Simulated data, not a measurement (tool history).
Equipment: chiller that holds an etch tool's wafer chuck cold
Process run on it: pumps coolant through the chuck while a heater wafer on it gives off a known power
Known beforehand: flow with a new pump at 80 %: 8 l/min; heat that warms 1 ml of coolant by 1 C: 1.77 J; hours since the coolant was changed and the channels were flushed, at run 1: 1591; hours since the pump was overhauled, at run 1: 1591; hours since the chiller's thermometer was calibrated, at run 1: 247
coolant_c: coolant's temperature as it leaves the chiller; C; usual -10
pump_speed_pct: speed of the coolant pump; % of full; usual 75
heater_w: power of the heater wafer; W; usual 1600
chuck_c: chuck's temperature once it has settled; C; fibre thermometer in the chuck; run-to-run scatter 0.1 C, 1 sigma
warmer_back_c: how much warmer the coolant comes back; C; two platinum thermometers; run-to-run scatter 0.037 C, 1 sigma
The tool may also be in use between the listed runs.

run     day  coolant_c  pump_speed_pct  heater_w  hours since the coolant was changed and the channels were flushed  hours since the pump was overhauled  hours since the chiller's thermometer was calibrated  chuck_c  warmer_back_c
  1       0        -10              75      1600                                                               1591                                 1591                                                   247      4.7           7.29
  2   2.046        -10              75      1600                                                               1640                                 1640                                                   296      4.6           7.26
  3   3.154        -10              75      1295                                                               1667                                 1667                                                   323      1.9           5.86
  4   4.538        -10              75      1295                                                               1700                                 1700                                                   356      1.8           5.89
  5   5.692        -10              87      1600                                                               1727                                 1727                                                   384      2.7           6.17
  6   6.775        -10              87      1600                                                               1753                                 1753                                                   410      2.9            6.2
  7   8.642        -10              87      1600                                                               1798                                 1798                                                   454      2.7           6.08
  8   9.692        -10              87      1600                                                               1823                                 1823                                                   480      2.9           6.16
  9  11.271        -10              77      1600                                                               1861                                 1861                                                   518      4.3           7.04
 10  12.371        -10              75      2223                                                               1888                                 1888                                                   544     10.4           9.99
 11  14.438        -10              75      2223                                                               1937                                 1937                                                   594     10.2           9.94
 12  16.229        -10              75      1641                                                               1980                                 1980                                                   637      5.1           7.36
 13  17.696        -11              75      1600                                                               2016                                 2016                                                   672      3.6           7.14
 14  19.288        -11              75      1600                                                               2054                                 2054                                                   710      3.7           7.09

Run 15 is up next; what results do you expect?
 15  20.821        -11              75      1600                                                               2091                                 2091                                                   747        ?              ?

Run 15 gave chuck_c 3.5 C, warmer_back_c 7.16 C.
With no hidden state in the tool, this same run would have given chuck_c 3.5 C, warmer_back_c 7.27 C.
